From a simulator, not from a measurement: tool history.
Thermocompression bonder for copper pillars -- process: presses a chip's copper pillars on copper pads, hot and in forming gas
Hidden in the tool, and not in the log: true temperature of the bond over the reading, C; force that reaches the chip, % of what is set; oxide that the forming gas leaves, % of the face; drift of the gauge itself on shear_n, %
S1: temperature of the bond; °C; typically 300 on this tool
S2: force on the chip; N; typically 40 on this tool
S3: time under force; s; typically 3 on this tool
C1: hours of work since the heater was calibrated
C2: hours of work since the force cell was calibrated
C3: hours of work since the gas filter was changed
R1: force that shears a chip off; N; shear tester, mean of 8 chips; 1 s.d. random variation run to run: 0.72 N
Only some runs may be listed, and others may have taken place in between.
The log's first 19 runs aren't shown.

Run 20, hour 180.2: usual settings but S1 309 °C, S2 39 N; C1 710; C2 235; C3 101. Result: R1 71.8 N.
Run 21, hour 190: usual settings but S1 309 °C, S2 43 N, S3 5 s; C1 715; C2 240; C3 106. Result: R1 84.9 N.
Run 22, hour 199.6: usual settings but S1 282 °C, S2 26 N, S3 5 s; C1 720; C2 245; C3 111. Result: R1 52.6 N.
Run 23, hour 205.7: usual settings but S1 282 °C, S2 26 N, S3 5 s; C1 723; C2 249; C3 115. Result: R1 52.9 N.
Run 24, hour 211.6: usual settings but S1 326 °C, S2 39 N, S3 5 s; C1 726; C2 252; C3 118. Result: R1 95.6 N.
Run 25, hour 217.7: usual settings but S1 326 °C, S2 39 N, S3 5 s; C1 730; C2 255; C3 121. Result: R1 94.4 N.
Run 26, hour 226.7: usual settings but S1 326 °C, S3 5 s; C1 734; C2 260; C3 126. Result: R1 95.8 N.
Run 27, hour 236.4: usual settings but S1 297 °C, S2 38 N, S3 4 s; C1 740; C2 265; C3 131. Result: R1 68.4 N.
Run 28, hour 242.3: usual settings but S1 297 °C, S2 38 N, S3 4 s; C1 743; C2 268; C3 134. Result: R1 69.2 N.
Run 29, hour 252.8: usual settings but S2 43 N; C1 748; C2 274; C3 140. Result: R1 67.2 N.
Run 30, hour 259.1: usual settings but S1 320 °C, S2 43 N, S3 2 s; C1 752; C2 277; C3 143. Result: R1 70.3 N.
Run 31, hour 264.1: usual settings but S2 24 N, S3 5 s; C1 754; C2 280; C3 146. Result: R1 61.6 N.
Run 32, hour 273.5: usual settings but S1 290 °C, S2 59 N, S3 7 s; C1 759; C2 285; C3 151. Result: R1 93.2 N.
Run 33, hour 281.5: usual settings but S1 327 °C, S2 38 N, S3 6 s; C1 764; C2 289; C3 155. Result: R1 98.9 N.
Run 34, hour 291.1: usual settings but S1 313 °C, S2 38 N, S3 2 s; C1 769; C2 294; C3 160. Result: R1 63.2 N.
Run 35, hour 301.6: usual settings but S1 313 °C, S2 38 N, S3 2 s; C1 774; C2 300; C3 166. Result: R1 62.3 N.
Run 36, hour 312.8: usual settings but S1 313 °C, S2 29 N, S3 4 s; C1 780; C2 306; C3 172. Result: R1 69.6 N.

Alternative continuations, all from the tool just after run 36; predict every row:
Run A, hour 319.6: usual settings but S1 325 °C, S2 33 N; C1 784; C2 309; C3 175. Result: R1 ?.
Run B, hour 319.6: usual settings but S1 318 °C, S2 31 N, S3 4 s; C1 784; C2 309; C3 175. Result: R1 ?.
Run C, hour 319.6: usual settings but S2 24 N, S3 4 s; C1 784; C2 309; C3 175. Result: R1 ?.

run    R1
  A  73.1
  B  76.2
  C  57.1
Take away the tool's hidden state, keep each run's random variation, and the runs would have read:
run    R1
  A  78.7
  B  82.1
  C  62.6

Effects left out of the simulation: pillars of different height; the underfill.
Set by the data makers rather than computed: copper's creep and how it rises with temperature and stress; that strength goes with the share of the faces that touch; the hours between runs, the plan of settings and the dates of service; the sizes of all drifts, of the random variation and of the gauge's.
